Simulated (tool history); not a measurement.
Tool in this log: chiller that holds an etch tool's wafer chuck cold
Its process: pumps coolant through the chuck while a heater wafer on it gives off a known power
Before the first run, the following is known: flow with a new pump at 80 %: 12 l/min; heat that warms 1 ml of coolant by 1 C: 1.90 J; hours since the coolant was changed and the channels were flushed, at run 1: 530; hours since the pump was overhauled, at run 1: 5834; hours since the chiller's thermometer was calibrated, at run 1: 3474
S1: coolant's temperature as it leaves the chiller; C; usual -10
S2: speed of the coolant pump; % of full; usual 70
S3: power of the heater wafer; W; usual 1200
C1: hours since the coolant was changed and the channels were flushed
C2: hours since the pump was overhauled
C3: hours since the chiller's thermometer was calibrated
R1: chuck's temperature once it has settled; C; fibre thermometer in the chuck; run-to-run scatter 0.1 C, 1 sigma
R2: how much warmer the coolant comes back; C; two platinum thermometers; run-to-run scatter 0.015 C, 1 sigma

run 1 hour=0.0 | S1=-10 S2=70 S3=1200 | C1=530 C2=5834 C3=3474 | R1=5.0 R2=3.90
run 2 hour=137.5 | S1=0 S2=70 S3=1200 | C1=667 C2=5971 C3=3612 | R1=15.0 R2=3.87
run 3 hour=230.7 | S1=-10 S2=70 S3=1200 | C1=760 C2=6064 C3=3705 | R1=5.1 R2=3.86
-- hour=358.9 chiller's thermometer calibrated
run 4 hour=391.9 | S1=-10 S2=70 S3=1200 | C1=921 C2=6225 C3=33 | R1=4.7 R2=3.90
run 5 hour=522.8 | S1=-10 S2=70 S3=1200 | C1=1051 C2=6356 C3=164 | R1=5.0 R2=3.92
run 6 hour=694.0 | S1=-10 S2=70 S3=1200 | C1=1223 C2=6527 C3=335 | R1=5.0 R2=3.86
run 7 hour=851.7 | S1=-10 S2=70 S3=1200 | C1=1380 C2=6684 C3=493 | R1=5.3 R2=3.90
run 8 hour=961.9 | S1=-10 S2=70 S3=1200 | C1=1491 C2=6795 C3=603 | R1=5.3 R2=3.93
run 9 hour=1114.4 | S1=-10 S2=70 S3=1200 | C1=1643 C2=6947 C3=756 | R1=5.2 R2=3.94
run 10 hour=1246.4 | S1=-10 S2=65 S3=1200 | C1=1775 C2=7079 C3=888 | R1=6.1 R2=4.22
run 11 hour=1360.8 | S1=-10 S2=65 S3=1200 | C1=1889 C2=7194 C3=1002 | R1=6.5 R2=4.25
run 12 hour=1534.6 | S1=-10 S2=65 S3=1200 | C1=2063 C2=7367 C3=1176 | R1=6.4 R2=4.27
run 13 hour=1699.5 | S1=-6 S2=65 S3=1200 | C1=2228 C2=7532 C3=1341 | R1=10.5 R2=4.27
run 14 hour=1836.9 | S1=-6 S2=80 S3=1200 | C1=2366 C2=7670 C3=1478 | R1=8.4 R2=3.45
run 15 hour=1927.2 | S1=-10 S2=70 S3=1200 | C1=2456 C2=7760 C3=1568 | R1=5.8 R2=3.94
run 16 hour=2002.2 | S1=-10 S2=70 S3=1200 | C1=2531 C2=7835 C3=1643 | R1=5.8 R2=3.95
run 17 hour=2085.7 | S1=-11 S2=75 S3=1536 | C1=2614 C2=7918 C3=1727 | R1=8.3 R2=4.71
run 18 hour=2172.6 | S1=-11 S2=75 S3=1536 | C1=2701 C2=8005 C3=1814 | R1=8.5 R2=4.70
run 19 hour=2297.4 | S1=-11 S2=75 S3=1536 | C1=2826 C2=8130 C3=1939 | R1=8.6 R2=4.72
run 20 hour=2473.5 | S1=-3 S2=70 S3=1200 | C1=3002 C2=8306 C3=2115 | R1=13.1 R2=3.96
run 21 hour=2544.5 | S1=-3 S2=70 S3=1200 | C1=3073 C2=8377 C3=2186 | R1=13.3 R2=3.99
run 22 hour=2647.6 | S1=-3 S2=70 S3=1200 | C1=3176 C2=8480 C3=2289 | R1=13.3 R2=3.99
run 23 hour=2759.3 | S1=-8 S2=70 S3=1200 | C1=3288 C2=8592 C3=2400 | R1=8.4 R2=3.96
run 24 hour=2897.3 | S1=-8 S2=70 S3=1200 | C1=3426 C2=8730 C3=2538 | R1=8.4 R2=3.99
run 25 hour=3042.1 | S1=-10 S2=70 S3=1006 | C1=3571 C2=8875 C3=2683 | R1=3.8 R2=3.37
run 26 hour=3156.4 | S1=-10 S2=70 S3=1006 | C1=3685 C2=8989 C3=2798 | R1=4.0 R2=3.35
run 27 hour=3273.1 | S1=-10 S2=70 S3=1006 | C1=3802 C2=9106 C3=2914 | R1=4.2 R2=3.35
run 28 hour=3429.6 | S1=-10 S2=70 S3=803 | C1=3958 C2=9262 C3=3071 | R1=1.3 R2=2.72
run 29 hour=3582.3 | S1=-10 S2=70 S3=803 | C1=4111 C2=9415 C3=3223 | R1=1.3 R2=2.69
run 30 hour=3669.0 | S1=-19 S2=70 S3=1200 | C1=4198 C2=9502 C3=3310 | R1=-2.0 R2=4.05
-- hour=3707.3 coolant pump overhauled
run 31 hour=3783.7 | S1=-19 S2=70 S3=1200 | C1=4307 C2=76 C3=3420 | R1=-3.0 R2=3.67

Each row is a separate what-if for the run after 31, all from the same tool condition, not one after another. Results?
run A hour=3882.2 | S1=-6 S2=94 S3=821 | C1=4406 C2=175 C3=3518 | R1=? R2=?
run B hour=3882.2 | S1=-19 S2=70 S3=1529 | C1=4406 C2=175 C3=3518 | R1=? R2=?
run C hour=3882.2 | S1=-16 S2=74 S3=1614 | C1=4406 C2=175 C3=3518 | R1=? R2=?

run=A R1=2.9 R2=1.84
run=B R1=1.3 R2=4.67
run=C R1=4.8 R2=4.65
Had the tool no hidden state, the same runs would have come out as:
run=A R1=1.6 R2=1.83
run=B R1=-1.4 R2=4.65
run=C R1=2.0 R2=4.62
